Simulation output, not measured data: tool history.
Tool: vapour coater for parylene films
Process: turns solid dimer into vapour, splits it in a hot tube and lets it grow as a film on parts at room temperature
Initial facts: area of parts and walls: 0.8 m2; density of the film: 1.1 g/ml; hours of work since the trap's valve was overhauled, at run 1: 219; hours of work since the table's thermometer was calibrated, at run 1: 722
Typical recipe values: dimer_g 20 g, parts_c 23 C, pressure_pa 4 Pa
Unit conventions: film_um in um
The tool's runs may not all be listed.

run    hour  dimer_g  parts_c  pressure_pa  hours of work since the trap's valve was overhauled  hours of work since the table's thermometer was calibrated  film_um
  1       0       20       23            4                                                  219                                                         722    14.96
  2    47.6       20       23            4                                                  246                                                         749    15.03
  3    86.3       14       23            4                                                  268                                                         770     10.4
  4   142.3       14       23            4                                                  299                                                         802    10.28
  5   203.1       14       23            4                                                  333                                                         836    10.34
  6   258.9       20       23            4                                                  365                                                         867    14.51
  7   321.3       20       23            4                                                  400                                                         902    14.42
  8   363.7       20       23            4                                                  424                                                         926    14.22
      396.6  -- trap's valve overhauled
  9   423.3       20       23            4                                                   15                                                         957    15.68
 10   452.8       20       23            4                                                   32                                                         974    15.58
 11   497.7       20       23            4                                                   57                                                         999    15.47
 12   533.4       20       23            4                                                   77                                                        1019    15.57
 13     592       20       23            4                                                  110                                                        1052    15.37
 14   645.3       20       23            4                                                  140                                                        1082    15.06
 15   672.1       20       23            4                                                  155                                                        1097    15.18
 16   727.7       20       23            4                                                  186                                                        1128    15.06
 17   787.2       20       23            4                                                  219                                                        1161    15.05
 18   813.5       20       23            4                                                  234                                                        1176    14.94
 19   876.5       20       23            4                                                  269                                                        1212    14.62
 20   916.9       20       23            4                                                  292                                                        1234    14.57
 21   964.5       20       23            4                                                  319                                                        1261    14.59
 22  1020.7       20       23            4                                                  350                                                        1292    14.72
 23  1072.7       20       23            4                                                  379                                                        1322    14.51
 24  1098.6       21       23            4                                                  394                                                        1336    15.14
 25  1136.6       21       23            4                                                  415                                                        1357    14.97
     1149.3  -- table's thermometer calibrated
 26  1164.4       16       23         2.13                                                  430                                                           8     12.2
     1186.5  -- trap's valve overhauled
 27  1222.6       19       26            4                                                   20                                                          39    12.99
 28  1252.9        9       34            4                                                   37                                                          56     4.29
 29    1309       11       17         5.66                                                   69                                                          87    11.07
 30  1369.5       17       20         3.52                                                  103                                                         121    15.39
 31  1401.4       17       20         3.52                                                  121                                                         139    15.49
 32  1432.2       17       20         3.52                                                  138                                                         157    15.29
 33  1473.5       17       20          2.3                                                  161                                                         180    15.84
 34  1525.3       17       20          2.3                                                  190                                                         209     15.5
 35  1582.1       13       26         2.21                                                  222                                                         241     8.96
 36  1625.7       10       19         2.21                                                  246                                                         265     9.47
 37  1653.9       31       18          2.4                                                  262                                                         281     30.3
 38  1693.7       12       33        11.27                                                  285                                                         303     5.25
 39  1733.1       24       18        11.27                                                  307                                                         325    20.81
 40    1781       24       18        11.27                                                  334                                                         352    20.65
 41  1816.1       13       18        10.17                                                  353                                                         372    11.21
 42  1860.1        9       34         8.68                                                  378                                                         397     3.76
 43  1889.2       11       16         6.41                                                  394                                                         413    10.86
 44  1916.3       11       28         6.09                                                  409                                                         428     6.13
       1975  -- trap's valve overhauled
 45    1975       11       28         6.09                                                    0                                                         459     6.65
 46  2038.6       11       28         6.09                                                   36                                                         495     6.63
 47  2068.7       11       25         6.09                                                   53                                                         511     7.45

Predict each of these 4 candidate next runs independently; none follows another, all start after run 47:
  A  2094.5       27       16         3.83                                                   67                                                         526        ?
  B  2094.5       13       23         4.18                                                   67                                                         526        ?
  C  2094.5       35       23            4                                                   67                                                         526        ?
  D  2094.5       12       25         6.09                                                   67                                                         526        ?

run  film_um
  A    28.81
  B     9.98
  C    26.75
  D      8.1
Without the tool's hidden state the same runs would have given:
run  film_um
  A    29.25
  B    10.13
  C    27.15
  D     8.22
